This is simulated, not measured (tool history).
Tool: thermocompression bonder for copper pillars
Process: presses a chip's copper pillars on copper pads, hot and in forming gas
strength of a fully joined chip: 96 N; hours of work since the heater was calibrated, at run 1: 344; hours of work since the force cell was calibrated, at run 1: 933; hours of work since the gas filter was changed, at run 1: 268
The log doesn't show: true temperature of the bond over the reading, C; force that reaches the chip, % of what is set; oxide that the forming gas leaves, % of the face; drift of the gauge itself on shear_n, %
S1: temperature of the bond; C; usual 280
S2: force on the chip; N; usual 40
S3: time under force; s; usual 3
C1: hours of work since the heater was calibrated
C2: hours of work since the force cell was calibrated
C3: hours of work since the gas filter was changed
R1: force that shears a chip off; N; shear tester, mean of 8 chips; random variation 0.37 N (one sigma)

| run | hour | S1 | S2 | S3 | C1 | C2 | C3 | R1 |
|---|---|---|---|---|---|---|---|---|
| 1 | 0 | 280 | 40 | 3 | 344 | 933 | 268 | 59.2 |
| 2 | 18.2 | 280 | 40 | 3 | 353 | 943 | 277 | 58.7 |
| 3 | 46.1 | 280 | 40 | 2 | 368 | 957 | 291 | 51.9 |
| 4 | 86.7 | 280 | 40 | 2 | 388 | 977 | 312 | 52 |
| 5 | 113.6 | 280 | 40 | 2 | 402 | 991 | 325 | 51.4 |
| 6 | 146.6 | 280 | 40 | 2 | 418 | 1007 | 342 | 51.4 |
| 7 | 170.6 | 280 | 40 | 2 | 430 | 1019 | 354 | 51.4 |
| 8 | 206.4 | 280 | 40 | 2 | 448 | 1037 | 372 | 50.8 |
| 9 | 239.7 | 280 | 40 | 3 | 465 | 1054 | 389 | 57.5 |
| 10 | 268.3 | 261 | 40 | 3 | 480 | 1069 | 403 | 48.9 |
| 11 | 286.7 | 261 | 40 | 3 | 489 | 1078 | 413 | 49 |
|  | 310.1 | force cell calibrated |
| 12 | 310.2 | 303 | 27 | 3 | 500 | 0 | 424 | 50.9 |
|  | 331.4 | forming gas filter changed |
| 13 | 342.1 | 296 | 48 | 6 | 516 | 16 | 5 | 87.5 |
| 14 | 370.3 | 296 | 48 | 6 | 530 | 30 | 20 | 87 |
| 15 | 393.5 | 296 | 48 | 6 | 542 | 42 | 31 | 86.9 |
| 16 | 422.5 | 280 | 30 | 9 | 556 | 56 | 46 | 68.3 |
| 17 | 462 | 280 | 30 | 9 | 576 | 76 | 66 | 68.4 |
| 18 | 494.7 | 294 | 40 | 3 | 593 | 93 | 82 | 68.5 |
| 19 | 513.5 | 280 | 45 | 3 | 602 | 102 | 92 | 67.4 |
| 20 | 539.1 | 256 | 51 | 3 | 615 | 115 | 105 | 62.1 |
| 21 | 577.4 | 256 | 51 | 3 | 634 | 135 | 124 | 62.5 |

4 ways to go on from here, each from the tool as it stands after run 21. What would each give?
| A | 603.8 | 256 | 48 | 3 | 648 | 148 | 137 | ? |
| B | 603.8 | 256 | 26 | 2 | 648 | 148 | 137 | ? |
| C | 603.8 | 302 | 51 | 2 | 648 | 148 | 137 | ? |
| D | 603.8 | 280 | 40 | 5 | 648 | 148 | 137 | ? |

| run | R1 |
|---|---|
| A | 59.8 |
| B | 28.4 |
| C | 74.9 |
| D | 70.2 |
Without the tool's hidden state the same runs would have given:
| run | R1 |
|---|---|
| A | 63.3 |
| B | 30.5 |
| C | 78.3 |
| D | 73.7 |
